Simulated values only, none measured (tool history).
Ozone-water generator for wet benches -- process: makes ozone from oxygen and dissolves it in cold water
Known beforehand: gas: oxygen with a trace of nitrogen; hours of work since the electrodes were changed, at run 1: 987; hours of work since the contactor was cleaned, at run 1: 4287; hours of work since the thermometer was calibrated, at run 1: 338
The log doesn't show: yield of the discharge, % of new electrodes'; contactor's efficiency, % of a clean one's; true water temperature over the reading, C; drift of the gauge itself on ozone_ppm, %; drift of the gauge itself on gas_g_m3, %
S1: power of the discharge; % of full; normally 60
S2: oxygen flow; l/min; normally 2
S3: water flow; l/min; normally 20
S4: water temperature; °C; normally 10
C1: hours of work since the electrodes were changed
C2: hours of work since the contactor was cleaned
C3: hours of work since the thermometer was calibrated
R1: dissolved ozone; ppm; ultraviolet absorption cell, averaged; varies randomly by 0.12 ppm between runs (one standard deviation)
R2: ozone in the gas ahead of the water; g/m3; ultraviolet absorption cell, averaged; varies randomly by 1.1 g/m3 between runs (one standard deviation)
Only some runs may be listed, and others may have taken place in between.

{"run": 1, "hour": 0.0, "S1": 60, "S2": 2, "S3": 20, "S4": 10, "C1": 987, "C2": 4287, "C3": 338, "R1": 11.5, "R2": 184.3}
{"run": 2, "hour": 117.1, "S1": 60, "S2": 2, "S3": 20, "S4": 10, "C1": 1082, "C2": 4383, "C3": 433, "R1": 11.4, "R2": 183.9}
{"run": 3, "hour": 267.9, "S1": 60, "S2": 2, "S3": 20, "S4": 10, "C1": 1205, "C2": 4506, "C3": 556, "R1": 11.5, "R2": 185}
{"run": 4, "hour": 461.1, "S1": 60, "S2": 2, "S3": 20, "S4": 10, "C1": 1362, "C2": 4663, "C3": 714, "R1": 11.7, "R2": 183.3}
{"run": 5, "hour": 635.9, "S1": 60, "S2": 2, "S3": 20, "S4": 10, "C1": 1505, "C2": 4806, "C3": 856, "R1": 11.4, "R2": 183.5}
{"run": 6, "hour": 724.1, "S1": 60, "S2": 2, "S3": 20, "S4": 10, "C1": 1577, "C2": 4878, "C3": 928, "R1": 11.5, "R2": 182.5}
{"run": 7, "hour": 860.9, "S1": 41, "S2": 2, "S3": 20, "S4": 10, "C1": 1688, "C2": 4989, "C3": 1040, "R1": 8.3, "R2": 132.9}
{"run": 8, "hour": 992.7, "S1": 41, "S2": 2, "S3": 20, "S4": 10, "C1": 1796, "C2": 5096, "C3": 1147, "R1": 8.4, "R2": 134.4}
{"run": 9, "hour": 1193.4, "S1": 41, "S2": 2, "S3": 20, "S4": 10, "C1": 1959, "C2": 5260, "C3": 1311, "R1": 8.3, "R2": 133.5}
{"run": 10, "hour": 1356.1, "S1": 60, "S2": 2, "S3": 20, "S4": 10, "C1": 2092, "C2": 5393, "C3": 1443, "R1": 11.2, "R2": 179.6}
{"run": 11, "hour": 1519.3, "S1": 60, "S2": 2, "S3": 20, "S4": 10, "C1": 2225, "C2": 5526, "C3": 1576, "R1": 11.2, "R2": 181.1}
{"run": 12, "hour": 1672.1, "S1": 60, "S2": 2, "S3": 20, "S4": 10, "C1": 2349, "C2": 5650, "C3": 1701, "R1": 11, "R2": 178.3}
{"run": 13, "hour": 1798.0, "S1": 60, "S2": 2, "S3": 20, "S4": 10, "C1": 2452, "C2": 5753, "C3": 1803, "R1": 11, "R2": 179.3}
{"run": 14, "hour": 1950.6, "S1": 60, "S2": 2, "S3": 20, "S4": 10, "C1": 2576, "C2": 5877, "C3": 1928, "R1": 11.3, "R2": 179.9}
{"run": 15, "hour": 2142.6, "S1": 60, "S2": 3.58, "S3": 20, "S4": 10, "C1": 2733, "C2": 6034, "C3": 2084, "R1": 13.2, "R2": 135.9}
{"run": 16, "hour": 2239.7, "S1": 60, "S2": 2, "S3": 20, "S4": 6, "C1": 2812, "C2": 6113, "C3": 2163, "R1": 11.3, "R2": 178.5}
{"run": 17, "hour": 2399.6, "S1": 64, "S2": 2, "S3": 20, "S4": 10, "C1": 2942, "C2": 6243, "C3": 2294, "R1": 11.5, "R2": 185.1}
{"run": 18, "hour": 2597.8, "S1": 43, "S2": 2, "S3": 23, "S4": 10, "C1": 3104, "C2": 6405, "C3": 2455, "R1": 7.1, "R2": 136.1}
{"run": 19, "hour": 2696.9, "S1": 61, "S2": 3.19, "S3": 23, "S4": 8, "C1": 3185, "C2": 6485, "C3": 2536, "R1": 10.9, "R2": 143.7}
{"run": 20, "hour": 2848.7, "S1": 50, "S2": 2.34, "S3": 25, "S4": 16, "C1": 3308, "C2": 6609, "C3": 2660, "R1": 7.5, "R2": 141.3}
{"run": 21, "hour": 2989.2, "S1": 50, "S2": 1.04, "S3": 25, "S4": 16, "C1": 3423, "C2": 6724, "C3": 2774, "R1": 5.5, "R2": 205.7}
{"run": 22, "hour": 3123.4, "S1": 50, "S2": 1.04, "S3": 25, "S4": 16, "C1": 3532, "C2": 6833, "C3": 2884, "R1": 5.5, "R2": 203.1}
{"run": 23, "hour": 3319.1, "S1": 96, "S2": 2, "S3": 23, "S4": 10, "C1": 3692, "C2": 6993, "C3": 3043, "R1": 13.2, "R2": 253.9}
{"run": 24, "hour": 3478.3, "S1": 87, "S2": 2, "S3": 14, "S4": 10, "C1": 3822, "C2": 7122, "C3": 3173, "R1": 20.4, "R2": 232.1}
{"hour": 3494.4, "done": "contactor cleaned"}
{"run": 25, "hour": 3659.5, "S1": 91, "S2": 1, "S3": 26, "S4": 10, "C1": 3966, "C2": 135, "C3": 3317, "R1": 8.6, "R2": 325.9}
{"run": 26, "hour": 3795.1, "S1": 62, "S2": 2, "S3": 17, "S4": 14, "C1": 4076, "C2": 245, "C3": 3428, "R1": 13, "R2": 173.7}
{"run": 27, "hour": 3904.8, "S1": 54, "S2": 1.35, "S3": 28, "S4": 8, "C1": 4166, "C2": 335, "C3": 3517, "R1": 6, "R2": 189.1}
{"hour": 3986.4, "done": "water thermometer calibrated"}
{"run": 28, "hour": 4043.6, "S1": 60, "S2": 2, "S3": 18, "S4": 7, "C1": 4279, "C2": 447, "C3": 47, "R1": 12.4, "R2": 172.4}
{"run": 29, "hour": 4228.3, "S1": 67, "S2": 1.05, "S3": 22, "S4": 6, "C1": 4429, "C2": 598, "C3": 197, "R1": 8.4, "R2": 249.9}
{"run": 30, "hour": 4396.9, "S1": 42, "S2": 1.07, "S3": 20, "S4": 6, "C1": 4567, "C2": 735, "C3": 335, "R1": 6.8, "R2": 173}
{"run": 31, "hour": 4551.0, "S1": 62, "S2": 3.09, "S3": 20, "S4": 6, "C1": 4692, "C2": 861, "C3": 460, "R1": 13.3, "R2": 144.5}
{"run": 32, "hour": 4672.0, "S1": 58, "S2": 2, "S3": 26, "S4": 11, "C1": 4791, "C2": 959, "C3": 559, "R1": 7.8, "R2": 166.1}
{"run": 33, "hour": 4849.0, "S1": 58, "S2": 2, "S3": 26, "S4": 11, "C1": 4935, "C2": 1104, "C3": 703, "R1": 8.1, "R2": 165.4}
{"run": 34, "hour": 4943.0, "S1": 41, "S2": 3.15, "S3": 20, "S4": 10, "C1": 5012, "C2": 1180, "C3": 780, "R1": 9.4, "R2": 102.5}

What if the next run were any one of these 3? Each begins from the tool's condition after run 34:
{"run": "A", "hour": 5115.2, "S1": 60, "S2": 2, "S3": 21, "S4": 10, "C1": 5152, "C2": 1321, "C3": 920, "R1": "?", "R2": "?"}
{"run": "B", "hour": 5115.2, "S1": 60, "S2": 2.9, "S3": 18, "S4": 10, "C1": 5152, "C2": 1321, "C3": 920, "R1": "?", "R2": "?"}
{"run": "C", "hour": 5115.2, "S1": 41, "S2": 3.15, "S3": 20, "S4": 10, "C1": 5152, "C2": 1321, "C3": 920, "R1": "?", "R2": "?"}

run=A R1=10.2 R2=168.5
run=B R1=13.4 R2=143.2
run=C R1=9.6 R2=105.2
Stripped of hidden state, with their random variation kept, the same runs would have yielded:
run=A R1=11.5 R2=187.1
run=B R1=15.1 R2=159
run=C R1=10.4 R2=112.6
